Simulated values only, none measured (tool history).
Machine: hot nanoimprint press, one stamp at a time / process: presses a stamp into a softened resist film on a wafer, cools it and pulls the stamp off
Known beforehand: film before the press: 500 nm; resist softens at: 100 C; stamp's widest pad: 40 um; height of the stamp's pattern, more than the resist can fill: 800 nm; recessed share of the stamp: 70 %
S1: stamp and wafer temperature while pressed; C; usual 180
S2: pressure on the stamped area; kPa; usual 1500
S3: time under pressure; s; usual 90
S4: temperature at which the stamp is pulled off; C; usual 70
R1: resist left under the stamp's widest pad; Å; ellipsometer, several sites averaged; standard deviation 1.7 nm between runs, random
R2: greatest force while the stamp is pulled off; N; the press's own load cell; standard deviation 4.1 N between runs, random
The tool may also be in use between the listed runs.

| run | hour | S1 | S2 | S3 | S4 | R1 | R2 |
|---|---|---|---|---|---|---|---|
| 1 | 0 | 180 | 1500 | 90 | 70 | 2712 | 319 |
| 2 | 18.5 | 180 | 1500 | 90 | 70 | 2730 | 315 |
| 3 | 34.5 | 180 | 1500 | 90 | 70 | 2707 | 303 |
| 4 | 50.7 | 180 | 1640 | 90 | 70 | 2668 | 327 |
| 5 | 63.4 | 180 | 1640 | 90 | 70 | 2660 | 318 |
| 6 | 88.2 | 180 | 1640 | 90 | 70 | 2654 | 318 |
| 7 | 110.2 | 180 | 1500 | 90 | 70 | 2729 | 325 |
| 8 | 126 | 177 | 1500 | 90 | 70 | 3028 | 326 |
| 9 | 137.9 | 177 | 1500 | 90 | 70 | 3025 | 326 |
| 10 | 151.8 | 188 | 1500 | 90 | 63 | 2085 | 381 |
| 11 | 173.4 | 188 | 1500 | 90 | 63 | 2074 | 398 |
| 12 | 187.3 | 188 | 1500 | 90 | 63 | 2099 | 393 |
| 13 | 215.4 | 178 | 1500 | 88 | 70 | 2833 | 325 |
| 14 | 236.4 | 172 | 1500 | 50 | 70 | 3896 | 335 |
| 15 | 256.4 | 172 | 1500 | 50 | 70 | 3896 | 344 |
| 16 | 276 | 173 | 1500 | 90 | 70 | 3299 | 339 |
| 17 | 301.1 | 173 | 1500 | 90 | 70 | 3356 | 347 |
| 18 | 324.3 | 189 | 1500 | 139 | 70 | 1593 | 362 |

Missing from the log above: 1 entry noted between runs. For each, name the pair of listed runs it sits between and say how the tool's hidden condition differs from the listed run just before to the listed run just after:
After run 12, before run 13: plate thermocouple calibrated (hour 196.8)
  true temperature over the reading, C: -1.3 -> 0.22; pressure that arrives at the usual setting, %: 98.38 -> 98.28; grip of the stamp's worn release coat, % over a new coat's: 64.6 -> 66.3
  difference, measured minus the result without the unlogged condition, R1: +109 -> -4 Å; R2: +159 -> +129 N

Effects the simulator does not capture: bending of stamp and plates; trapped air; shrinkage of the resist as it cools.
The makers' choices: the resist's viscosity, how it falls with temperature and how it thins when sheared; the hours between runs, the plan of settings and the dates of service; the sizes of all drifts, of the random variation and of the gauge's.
